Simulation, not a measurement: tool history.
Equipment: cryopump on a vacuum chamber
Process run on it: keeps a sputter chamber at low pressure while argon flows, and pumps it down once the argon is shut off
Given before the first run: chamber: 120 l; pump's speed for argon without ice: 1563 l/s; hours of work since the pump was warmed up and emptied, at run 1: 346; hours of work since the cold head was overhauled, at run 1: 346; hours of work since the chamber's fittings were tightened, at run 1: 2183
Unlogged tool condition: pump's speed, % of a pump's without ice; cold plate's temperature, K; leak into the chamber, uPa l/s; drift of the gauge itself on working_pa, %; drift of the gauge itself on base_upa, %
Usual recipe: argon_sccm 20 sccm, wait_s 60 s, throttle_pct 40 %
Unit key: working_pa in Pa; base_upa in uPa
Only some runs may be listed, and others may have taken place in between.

run	hour	argon_sccm	wait_s	throttle_pct	hours of work since the pump was warmed up and emptied	hours of work since the cold head was overhauled	hours of work since the chamber's fittings were tightened	working_pa	base_upa
1	0	20	60	40	346	346	2183	0.0563	2.11
2	25.8	20	60	40	359	359	2195	0.0556	2.13
3	47.9	20	60	40	369	369	2206	0.0553	2.12
4	60.8	20	27	40	376	376	2212	0.0561	3.2
5	75.8	20	27	40	383	383	2219	0.0557	3.16
6	101.8	20	27	40	396	396	2232	0.0558	3.07
7	126.3	20	60	23	407	407	2244	0.0952	2.05
8	152.1	20	60	23	420	420	2256	0.0961	2.14
9	169.9	20	60	23	428	428	2265	0.0959	2.16
10	193	20	60	23	440	440	2276	0.0972	2.2
11	213.2	20	60	23	449	449	2286	0.0963	2.21
12	234.5	20	60	23	460	460	2296	0.0965	2.16
13	250.2	20	60	23	467	467	2304	0.0972	2.16
14	266.7	20	60	40	475	475	2312	0.0557	2.26
# hour 276.3: leaking fittings of the chamber tightened, without venting
15	283.6	20	60	40	483	483	4	0.0562	1.11
16	305.2	20	60	40	493	493	14	0.0573	1.09
17	330.6	40	53	40	505	505	26	0.1135	1.18
18	342.6	40	53	40	511	511	32	0.1147	1.2
19	354.7	29	60	52	517	517	38	0.0653	1.11
20	382.4	29	60	52	530	530	51	0.0649	1.14
21	404.5	29	60	52	541	541	62	0.0653	1.11
22	432	35	90	38	554	554	75	0.1057	0.84
23	454.1	20	36	40	565	565	86	0.0581	1.74
24	481.8	20	128	40	579	579	100	0.0568	0.7
25	505.9	10	79	30	590	590	111	0.0374	0.99
26	528.3	21	20	19	601	601	122	0.1227	2.9
27	550.3	29	226	40	612	612	133	0.0829	0.54
28	578	29	226	40	625	625	146	0.0819	0.55
29	594.2	27	68	40	633	633	154	0.078	1.08

For each entry between runs, how does the tool's hidden state at the last listed run before it compare with that at the first listed run after it?
Logged between run 14 and run 15: leaking fittings of the chamber tightened, without venting (hour 276.3)
  pump's speed, % of a pump's without ice: 89.9 -> 89.8; leak into the chamber, uPa l/s: 1915 -> 351
  the result without the hidden state subtracted from the measured one, working_pa: +0.0025 -> +0.0026 Pa; base_upa: +1.21 -> +0.06 uPa
